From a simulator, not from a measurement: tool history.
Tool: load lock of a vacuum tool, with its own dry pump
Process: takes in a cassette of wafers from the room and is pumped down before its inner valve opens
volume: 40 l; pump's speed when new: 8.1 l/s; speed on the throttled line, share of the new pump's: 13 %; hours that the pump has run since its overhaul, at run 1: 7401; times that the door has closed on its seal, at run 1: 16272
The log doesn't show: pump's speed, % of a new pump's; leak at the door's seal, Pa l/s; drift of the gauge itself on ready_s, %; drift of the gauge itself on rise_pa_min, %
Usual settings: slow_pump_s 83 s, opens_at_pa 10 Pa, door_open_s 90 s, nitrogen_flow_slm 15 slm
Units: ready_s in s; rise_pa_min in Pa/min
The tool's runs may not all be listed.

run     hour  slow_pump_s  opens_at_pa  door_open_s  nitrogen_flow_slm  hours that the pump has run since its overhaul  times that the door has closed on its seal  incoming humidity of the room's air, %  ready_s  rise_pa_min
  1      0.0           83           10           90                 15                                            7401                                       16272                                    43.1    119.8        0.128
  2    450.4           83           10           90                 15                                            7851                                       17476                                    44.5    120.2        0.135
  3    754.9           83           10           90                 15                                            8156                                       18290                                    45.1    120.3        0.144
  4   1025.7           83           16           90                 15                                            8426                                       19014                                    43.2    117.4        0.140
  5   1403.2           83           16           90                 15                                            8804                                       20023                                    41.8    117.7        0.153
  6   1874.3           83           16           90                 15                                            9275                                       21282                                    43.1    117.8        0.159
  7   2189.6           83           16           90                 15                                            9590                                       22125                                    47.2    118.1        0.167
  8   2662.6           83           16           90                 15                                           10063                                       23390                                    46.7    118.0        0.172
  9   3085.4           83           16           90                 15                                           10486                                       24520                                    44.0    118.0        0.183
 10   3320.8           83           16           90                 15                                           10721                                       25149                                    44.5    118.2        0.187
 11   3615.0           83           16           90                 15                                           11016                                       25935                                    48.2    118.1        0.194
 12   3846.7           83           16           90                 15                                           11247                                       26554                                    46.5    119.0        0.195
 13   4136.3           83           16           90                 15                                           11537                                       27329                                    43.7    118.3        0.200
 14   4483.4           83           10           90                 15                                           11884                                       28256                                    45.4    120.7        0.211
 15   4813.6           83           10           90                 15                                           12214                                       29139                                    44.6    121.2        0.216
 16   5011.1           83           10           90                 17                                           12412                                       29667                                    46.2    121.3        0.224
 17   5211.6           83           10           90                 17                                           12612                                       30203                                    45.3    120.9        0.221
 18   5674.9           83           10           90                 17                                           13076                                       31441                                    44.3    121.4        0.233
 19   6071.2          132           10           90                  8                                           13472                                       32501                                    43.0    163.7        0.254
 20   6557.8          113           10          195                 41                                           13958                                       33801                                    45.5    147.9        0.262
 21   7017.4          136           10          195                 41                                           14418                                       35030                                    42.8    167.5        0.279
 22   7445.3          136           10          195                 41                                           14846                                       36173                                    44.0    167.6        0.290
 23   7863.2           54           10          177                 15                                           15264                                       37291                                    44.9     96.8        0.311
 24   8062.0          111           11          224                  6                                           15463                                       37822                                    44.8    145.1        0.361
 25   8382.8           53           10           90                 15                                           15784                                       38679                                    44.2     96.4        0.302
 26   8870.5           53           10           90                 15                                           16271                                       39983                                    46.5     96.1        0.325
 27   9218.4           53           10           90                 15                                           16619                                       40913                                    39.9     96.3        0.314
 28   9666.5           53            7           98                 15                                           17067                                       42110                                    43.6     98.8        0.342
 29  10029.6           83           10          126                 31                                           17430                                       43081                                    40.9    122.5        0.339
 30  10410.8           61           10           72                  9                                           17811                                       44100                                    43.9    103.0        0.362
 31  10696.4           83           10           90                  4                                           18097                                       44863                                    43.7    121.8        0.379
 32  11052.4           83           10           90                  4                                           18453                                       45815                                    46.4    122.1        0.386
 33  11476.3          123           13           40                 34                                           18877                                       46948                                    44.7    154.9        0.363
 34  11806.6          123           13           40                 34                                           19207                                       47831                                    47.1    155.4        0.375
 35  12261.1          123           13           40                 34                                           19662                                       49046                                    44.3    155.3        0.391
 36  12487.1          123            8          115                 34                                           19888                                       49650                                    46.8    158.6        0.415

5 ways to go on from here, each from the tool as it stands after run 36. What would each give?
  A  12852.9           50           16           90                 36                                           20254                                       50628                                    45.2        ?            ?
  B  12852.9           95            8          115                 28                                           20254                                       50628                                    43.4        ?            ?
  C  12852.9          140            8          105                 34                                           20254                                       50628                                    42.9        ?            ?
  D  12852.9           83           16           90                 10                                           20254                                       50628                                    45.5        ?            ?
  E  12852.9           88           13           56                 15                                           20254                                       50628                                    43.2        ?            ?

run  ready_s  rise_pa_min
  A     91.9        0.418
  B    134.7        0.428
  C    173.1        0.424
  D    120.0        0.437
  E    125.6        0.410
Without the tool's hidden state the same runs would have given:
run  ready_s  rise_pa_min
  A     87.1        0.030
  B    130.1        0.039
  C    169.2        0.038
  D    115.8        0.048
  E    121.2        0.027
